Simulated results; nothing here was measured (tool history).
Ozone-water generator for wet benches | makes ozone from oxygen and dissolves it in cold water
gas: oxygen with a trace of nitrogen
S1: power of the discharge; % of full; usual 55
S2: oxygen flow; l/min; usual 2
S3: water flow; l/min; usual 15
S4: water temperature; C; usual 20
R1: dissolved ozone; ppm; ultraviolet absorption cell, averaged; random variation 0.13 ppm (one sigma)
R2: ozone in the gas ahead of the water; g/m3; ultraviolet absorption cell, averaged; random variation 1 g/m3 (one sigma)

run	hour	S1	S2	S3	S4	R1	R2
1	0	55	2	15	20	14.1	174.1
2	40.9	55	2	15	20	13.9	174.7
3	88.3	63	2	15	20	15	190.2
4	139.6	55	2	14	20	14.4	174.7
5	171	55	2	14	20	14.8	174.6
6	225.1	55	2	15	20	13.8	176.2
7	253.9	55	2	9	20	20.1	174
8	310.2	55	2	9	20	19.9	172.4
9	364.3	55	2	9	20	20.2	170.3
10	396.5	55	2	15	19	13.9	171.9
11	447.6	55	2	23	20	9.5	173.7
12	507.5	55	2	23	20	9.6	171.8
13	552.3	55	2	11	20	17.4	169.5
# hour 561.3: gauge calibrated
14	579.1	55	2	11	20	17.3	177.1
15	620.6	55	2	11	20	17.4	176.2
16	665.4	55	2.85	23	14	11.8	155.8
17	692.2	55	2	9	20	19.9	174.7
18	750.9	60	2.94	18	20	14.4	162.9
19	781.3	55	2	15	12	14.7	173.3
20	837.2	74	2.71	13	19	21	190.7
21	872.4	55	3.48	19	20	13.8	144

Forecast run 22:
22	900.2	55	1.71	21	20	?	?

R1: 9.6 ppm
R2: 181.6 g/m3
Without the tool's hidden state the same run would have given R1 9.6 ppm, R2 184.9 g/m3.
